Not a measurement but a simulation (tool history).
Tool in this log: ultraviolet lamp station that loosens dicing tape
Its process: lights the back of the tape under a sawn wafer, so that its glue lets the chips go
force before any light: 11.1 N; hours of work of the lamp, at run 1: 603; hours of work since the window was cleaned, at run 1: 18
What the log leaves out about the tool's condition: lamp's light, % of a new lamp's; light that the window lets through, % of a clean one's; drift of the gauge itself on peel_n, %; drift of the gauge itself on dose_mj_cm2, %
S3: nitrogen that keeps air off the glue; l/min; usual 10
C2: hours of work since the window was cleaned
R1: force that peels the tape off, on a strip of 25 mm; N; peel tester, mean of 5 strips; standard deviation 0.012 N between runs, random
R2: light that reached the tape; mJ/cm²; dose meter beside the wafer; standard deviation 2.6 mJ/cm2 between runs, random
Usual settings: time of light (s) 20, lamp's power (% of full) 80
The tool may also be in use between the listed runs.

run 1 hour=0 | time_of_light_(s)=20 lamp's_power_(%_of_full)=80 S3=10 | hours_of_work_of_the_lamp=603 C2=18 | R1=0.755 R2=292
run 2 hour=37.1 | time_of_light_(s)=20 lamp's_power_(%_of_full)=63 S3=10 | hours_of_work_of_the_lamp=621 C2=36 | R1=1.251 R2=233
run 3 hour=80.9 | time_of_light_(s)=20 lamp's_power_(%_of_full)=80 S3=10 | hours_of_work_of_the_lamp=641 C2=56 | R1=0.785 R2=291
run 4 hour=105.4 | time_of_light_(s)=20 lamp's_power_(%_of_full)=80 S3=10 | hours_of_work_of_the_lamp=652 C2=67 | R1=0.764 R2=287
run 5 hour=139 | time_of_light_(s)=20 lamp's_power_(%_of_full)=80 S3=10 | hours_of_work_of_the_lamp=668 C2=83 | R1=0.789 R2=284
run 6 hour=159.1 | time_of_light_(s)=20 lamp's_power_(%_of_full)=80 S3=10 | hours_of_work_of_the_lamp=677 C2=92 | R1=0.808 R2=283
run 7 hour=194.6 | time_of_light_(s)=20 lamp's_power_(%_of_full)=80 S3=10 | hours_of_work_of_the_lamp=694 C2=109 | R1=0.824 R2=282
run 8 hour=217.9 | time_of_light_(s)=20 lamp's_power_(%_of_full)=80 S3=10 | hours_of_work_of_the_lamp=705 C2=120 | R1=0.832 R2=283
run 9 hour=239.8 | time_of_light_(s)=20 lamp's_power_(%_of_full)=80 S3=10 | hours_of_work_of_the_lamp=715 C2=130 | R1=0.848 R2=284
run 10 hour=283.1 | time_of_light_(s)=20 lamp's_power_(%_of_full)=80 S3=14 | hours_of_work_of_the_lamp=735 C2=150 | R1=0.65 R2=275
run 11 hour=308.2 | time_of_light_(s)=20 lamp's_power_(%_of_full)=80 S3=14 | hours_of_work_of_the_lamp=747 C2=162 | R1=0.627 R2=280
run 12 hour=347.1 | time_of_light_(s)=20 lamp's_power_(%_of_full)=80 S3=14 | hours_of_work_of_the_lamp=765 C2=180 | R1=0.657 R2=273
run 13 hour=384.6 | time_of_light_(s)=20 lamp's_power_(%_of_full)=81 S3=14 | hours_of_work_of_the_lamp=782 C2=197 | R1=0.622 R2=271
run 14 hour=411.2 | time_of_light_(s)=20 lamp's_power_(%_of_full)=81 S3=14 | hours_of_work_of_the_lamp=795 C2=209 | R1=0.644 R2=273
run 15 hour=445.7 | time_of_light_(s)=20 lamp's_power_(%_of_full)=81 S3=14 | hours_of_work_of_the_lamp=811 C2=226 | R1=0.677 R2=267
run 16 hour=465.9 | time_of_light_(s)=20 lamp's_power_(%_of_full)=80 S3=10 | hours_of_work_of_the_lamp=820 C2=235 | R1=0.934 R2=266
run 17 hour=493.1 | time_of_light_(s)=20 lamp's_power_(%_of_full)=80 S3=10 | hours_of_work_of_the_lamp=833 C2=248 | R1=0.931 R2=264
run 18 hour=532.5 | time_of_light_(s)=20 lamp's_power_(%_of_full)=80 S3=10 | hours_of_work_of_the_lamp=851 C2=266 | R1=0.985 R2=264
run 19 hour=570.4 | time_of_light_(s)=16 lamp's_power_(%_of_full)=80 S3=7 | hours_of_work_of_the_lamp=869 C2=283 | R1=1.935 R2=208
run 20 hour=611.6 | time_of_light_(s)=12 lamp's_power_(%_of_full)=68 S3=5 | hours_of_work_of_the_lamp=888 C2=303 | R1=4.103 R2=131
-- hour=615.4 window cleaned of glue's vapour
run 21 hour=636.1 | time_of_light_(s)=12 lamp's_power_(%_of_full)=68 S3=13 | hours_of_work_of_the_lamp=899 C2=10 | R1=2.886 R2=121
run 22 hour=657.2 | time_of_light_(s)=24 lamp's_power_(%_of_full)=68 S3=16 | hours_of_work_of_the_lamp=909 C2=19 | R1=0.719 R2=249
run 23 hour=693.4 | time_of_light_(s)=24 lamp's_power_(%_of_full)=68 S3=16 | hours_of_work_of_the_lamp=926 C2=36 | R1=0.762 R2=246
run 24 hour=732.4 | time_of_light_(s)=14 lamp's_power_(%_of_full)=61 S3=8 | hours_of_work_of_the_lamp=944 C2=54 | R1=3.487 R2=125
run 25 hour=773.3 | time_of_light_(s)=17 lamp's_power_(%_of_full)=62 S3=14 | hours_of_work_of_the_lamp=963 C2=73 | R1=2.022 R2=155
run 26 hour=804.7 | time_of_light_(s)=17 lamp's_power_(%_of_full)=62 S3=14 | hours_of_work_of_the_lamp=977 C2=88 | R1=1.931 R2=158
run 27 hour=849.3 | time_of_light_(s)=30 lamp's_power_(%_of_full)=80 S3=14 | hours_of_work_of_the_lamp=998 C2=109 | R1=0.387 R2=353
-- hour=861.8 window cleaned of glue's vapour, once more
run 28 hour=889.5 | time_of_light_(s)=18 lamp's_power_(%_of_full)=79 S3=14 | hours_of_work_of_the_lamp=1017 C2=13 | R1=0.905 R2=238
run 29 hour=925 | time_of_light_(s)=19 lamp's_power_(%_of_full)=80 S3=10 | hours_of_work_of_the_lamp=1033 C2=29 | R1=1.07 R2=248
run 30 hour=951.2 | time_of_light_(s)=19 lamp's_power_(%_of_full)=80 S3=10 | hours_of_work_of_the_lamp=1045 C2=42 | R1=1.063 R2=252
run 31 hour=974.2 | time_of_light_(s)=19 lamp's_power_(%_of_full)=81 S3=12 | hours_of_work_of_the_lamp=1056 C2=52 | R1=0.904 R2=252
run 32 hour=996.4 | time_of_light_(s)=17 lamp's_power_(%_of_full)=88 S3=10 | hours_of_work_of_the_lamp=1066 C2=63 | R1=1.12 R2=245
run 33 hour=1020.1 | time_of_light_(s)=17 lamp's_power_(%_of_full)=88 S3=10 | hours_of_work_of_the_lamp=1077 C2=74 | R1=1.115 R2=243
run 34 hour=1054.4 | time_of_light_(s)=17 lamp's_power_(%_of_full)=88 S3=10 | hours_of_work_of_the_lamp=1093 C2=90 | R1=1.149 R2=244
run 35 hour=1095.4 | time_of_light_(s)=17 lamp's_power_(%_of_full)=88 S3=10 | hours_of_work_of_the_lamp=1112 C2=109 | R1=1.102 R2=240
run 36 hour=1132.2 | time_of_light_(s)=17 lamp's_power_(%_of_full)=88 S3=10 | hours_of_work_of_the_lamp=1129 C2=126 | R1=1.171 R2=239

Take each entry between the runs: how does the hidden state at the last listed run before it differ from the hidden state at the first listed run after it?
Runs 20 to 21: window cleaned of glue's vapour (hour 615.4)
  lamp's light, % of a new lamp's: 81.4 -> 81.2; light that the window lets through, % of a clean one's: 92.8 -> 88.5
  what was measured, less what the result would be without the hidden state, R1: +1.081 -> +1.144 N; R2: -42 -> -49 mJ/cm²
Runs 27 to 28: window cleaned of glue's vapour, once more (hour 861.8)
  lamp's light, % of a new lamp's: 79.3 -> 79; light that the window lets through, % of a clean one's: 86.2 -> 98.9
  what was measured, less what the result would be without the hidden state, R1: +0.161 -> +0.377 N; R2: -163 -> -67 mJ/cm²

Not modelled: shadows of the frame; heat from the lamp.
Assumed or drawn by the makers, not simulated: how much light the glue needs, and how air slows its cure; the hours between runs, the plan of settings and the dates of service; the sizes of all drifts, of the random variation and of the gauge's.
